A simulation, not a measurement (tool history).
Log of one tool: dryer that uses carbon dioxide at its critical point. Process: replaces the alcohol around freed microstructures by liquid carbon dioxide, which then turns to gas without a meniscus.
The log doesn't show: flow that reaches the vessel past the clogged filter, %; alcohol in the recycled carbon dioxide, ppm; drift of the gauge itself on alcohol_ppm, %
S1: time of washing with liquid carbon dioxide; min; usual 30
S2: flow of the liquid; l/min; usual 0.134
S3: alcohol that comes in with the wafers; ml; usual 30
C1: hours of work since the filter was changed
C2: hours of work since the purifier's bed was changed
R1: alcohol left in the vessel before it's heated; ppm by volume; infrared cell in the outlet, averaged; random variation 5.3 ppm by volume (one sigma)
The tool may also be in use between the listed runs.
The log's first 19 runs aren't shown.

run	day	S1	S2	S3	C1	C2	R1
20	8.312	30	0.099	30	30	612	682
21	8.588	30	0.161	30	35	617	144
22	9.146	45	0.134	21	46	628	118
23	9.500	45	0.134	21	53	634	116
24	9.954	37	0.134	37	61	643	159
25	10.271	19	0.134	37	67	649	1527
26	10.583	26	0.176	35	73	654	177
27	11.083	26	0.176	35	82	664	187
28	11.383	27	0.095	30	88	669	1197
29	11.758	27	0.214	82	95	676	151
30	12.179	27	0.214	82	103	684	153
31	12.733	27	0.188	27	113	695	160
32	13.308	23	0.083	22	124	705	2400
33	13.862	23	0.083	22	134	716	2422
34	14.238	19	0.207	45	141	723	369
35	14.854	44	0.214	22	153	735	142

Run 36 comes next. What will it give?
36	15.183	47	0.134	90	159	741	?

R1: 151 ppm by volume
Without the tool's hidden state the same run would have given R1 10 ppm by volume.
